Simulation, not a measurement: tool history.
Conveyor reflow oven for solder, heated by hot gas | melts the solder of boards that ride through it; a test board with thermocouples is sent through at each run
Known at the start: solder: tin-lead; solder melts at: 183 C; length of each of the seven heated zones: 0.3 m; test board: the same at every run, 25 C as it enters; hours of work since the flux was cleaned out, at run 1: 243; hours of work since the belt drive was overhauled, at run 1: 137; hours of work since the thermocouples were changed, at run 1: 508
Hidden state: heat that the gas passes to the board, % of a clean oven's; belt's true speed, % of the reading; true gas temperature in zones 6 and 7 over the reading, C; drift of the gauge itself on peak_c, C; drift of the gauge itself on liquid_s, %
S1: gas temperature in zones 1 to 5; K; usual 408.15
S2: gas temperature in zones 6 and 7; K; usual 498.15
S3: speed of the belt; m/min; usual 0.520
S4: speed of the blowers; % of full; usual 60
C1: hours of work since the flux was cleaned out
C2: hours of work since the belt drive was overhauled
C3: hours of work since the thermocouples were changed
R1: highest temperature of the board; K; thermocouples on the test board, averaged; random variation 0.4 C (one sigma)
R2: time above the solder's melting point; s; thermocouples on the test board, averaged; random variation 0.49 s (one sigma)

run,hour,S1,S2,S3,S4,C1,C2,C3,R1,R2
1,0.0,408.15,498.15,0.520,60,243,137,508,475.95,36.5
2,6.4,408.15,507.15,0.520,60,247,141,512,483.35,43.6
3,15.1,408.15,507.15,0.520,60,253,147,518,482.95,43.6
4,26.8,408.15,507.15,0.520,60,261,155,526,483.35,44.3
5,34.8,408.15,507.15,0.520,60,266,160,531,483.55,44.5
6,44.7,408.15,507.15,0.520,60,273,167,538,483.75,43.1
7,56.0,408.15,498.15,0.509,60,280,174,545,476.35,38.5
8,64.2,408.15,492.15,0.520,60,286,179,551,471.05,31.1
9,74.9,408.15,492.15,0.520,60,293,187,558,471.25,30.2
10,85.4,408.15,498.15,0.520,60,300,194,565,476.45,37.2
11,92.0,408.15,498.15,0.520,60,304,198,569,475.95,36.4
12,99.0,408.15,504.15,0.520,62,309,203,574,481.25,41.9
13,109.4,408.15,504.15,0.563,62,316,209,581,478.35,35.2

Forecast run 14:
14,118.8,404.15,499.15,0.582,62,322,216,587,?,?

{"run 14": {"R1": 471.45, "R2": 26.3}}
Without the tool's hidden state the same run would have given R1 471.75 K, R2 26.6 s.
